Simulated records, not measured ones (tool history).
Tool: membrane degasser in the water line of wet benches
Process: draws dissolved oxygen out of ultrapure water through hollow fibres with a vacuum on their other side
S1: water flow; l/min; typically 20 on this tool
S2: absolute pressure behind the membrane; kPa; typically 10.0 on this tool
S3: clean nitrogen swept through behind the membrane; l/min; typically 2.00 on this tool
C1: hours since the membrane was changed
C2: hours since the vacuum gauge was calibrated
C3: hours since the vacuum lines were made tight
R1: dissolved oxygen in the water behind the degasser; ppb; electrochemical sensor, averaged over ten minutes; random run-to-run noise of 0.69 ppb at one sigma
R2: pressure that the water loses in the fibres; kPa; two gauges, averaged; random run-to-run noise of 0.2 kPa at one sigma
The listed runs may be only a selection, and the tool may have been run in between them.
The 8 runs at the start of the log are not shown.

| run | hour | S1 | S2 | S3 | C1 | C2 | C3 | R1 | R2 |
|---|---|---|---|---|---|---|---|---|---|
| 9 | 488.2 | 20 | 10.0 | 2.00 | 2523 | 7739 | 10347 | 173.6 | 46.24 |
| 10 | 596.1 | 20 | 10.0 | 2.00 | 2631 | 7847 | 10455 | 174.7 | 46.33 |
| 11 | 695.6 | 20 | 10.0 | 2.00 | 2730 | 7946 | 10555 | 173.9 | 46.02 |
| 12 | 792.5 | 20 | 23.3 | 2.00 | 2827 | 8043 | 10651 | 478.5 | 46.13 |
| 13 | 852.6 | 20 | 23.3 | 2.00 | 2887 | 8103 | 10712 | 474.6 | 46.17 |
| 14 | 909.9 | 20 | 10.0 | 4.01 | 2945 | 8161 | 10769 | 91.6 | 46.30 |
| 15 | 974.9 | 20 | 20.3 | 4.01 | 3010 | 8226 | 10834 | 215.8 | 46.49 |
| 16 | 1029.9 | 20 | 10.0 | 2.00 | 3065 | 8281 | 10889 | 173.5 | 46.66 |
| 17 | 1136.6 | 20 | 10.0 | 2.00 | 3171 | 8387 | 10996 | 174.0 | 46.37 |
| 18 | 1214.9 | 20 | 10.0 | 2.00 | 3250 | 8466 | 11074 | 174.5 | 46.39 |
| 19 | 1306.7 | 20 | 10.0 | 2.00 | 3341 | 8558 | 11166 | 174.4 | 46.15 |
| 20 | 1383.1 | 21 | 11.0 | 0.87 | 3418 | 8634 | 11242 | 421.1 | 48.63 |
| 21 | 1484.4 | 21 | 11.0 | 0.87 | 3519 | 8735 | 11343 | 417.3 | 48.85 |
| 22 | 1552.8 | 19 | 11.6 | 2.63 | 3588 | 8804 | 11412 | 159.8 | 44.12 |
| 23 | 1614.7 | 19 | 11.6 | 2.63 | 3649 | 8866 | 11474 | 157.3 | 43.72 |
|  | 1660.6 | vacuum gauge calibrated |
| 24 | 1707.7 | 20 | 23.0 | 1.67 | 3742 | 47 | 11566 | 543.3 | 46.31 |
| 25 | 1763.3 | 15 | 15.0 | 2.94 | 3798 | 103 | 11622 | 153.4 | 34.87 |
| 26 | 1841.0 | 15 | 15.0 | 5.48 | 3875 | 180 | 11699 | 85.1 | 34.72 |
| 27 | 1909.4 | 12 | 23.7 | 1.37 | 3944 | 249 | 11768 | 434.1 | 27.94 |
| 28 | 2011.2 | 28 | 15.3 | 5.16 | 4045 | 351 | 11870 | 168.5 | 64.91 |
| 29 | 2116.9 | 27 | 10.0 | 2.98 | 4151 | 456 | 11975 | 155.0 | 62.86 |
| 30 | 2173.7 | 20 | 19.8 | 2.00 | 4208 | 513 | 12032 | 390.9 | 46.47 |
| 31 | 2282.1 | 12 | 11.8 | 0.92 | 4316 | 622 | 12141 | 270.2 | 28.03 |
| 32 | 2343.9 | 12 | 11.8 | 1.76 | 4378 | 683 | 12202 | 150.1 | 27.77 |

Predict each of these 3 candidate next runs independently; none follows another, all start after run 32:
| A | 2397.3 | 12 | 6.2 | 1.76 | 4432 | 737 | 12256 | ? | ? |
| B | 2397.3 | 29 | 18.4 | 0.98 | 4432 | 737 | 12256 | ? | ? |
| C | 2397.3 | 25 | 14.0 | 1.57 | 4432 | 737 | 12256 | ? | ? |

| run | R1 | R2 |
|---|---|---|
| A | 54.6 | 27.98 |
| B | 878.6 | 67.70 |
| C | 392.9 | 58.17 |
The same runs, with their run-to-run variation unchanged, on a tool lacking any hidden condition would have given:
| run | R1 | R2 |
|---|---|---|
| A | 50.0 | 27.41 |
| B | 864.6 | 66.32 |
| C | 381.0 | 56.99 |
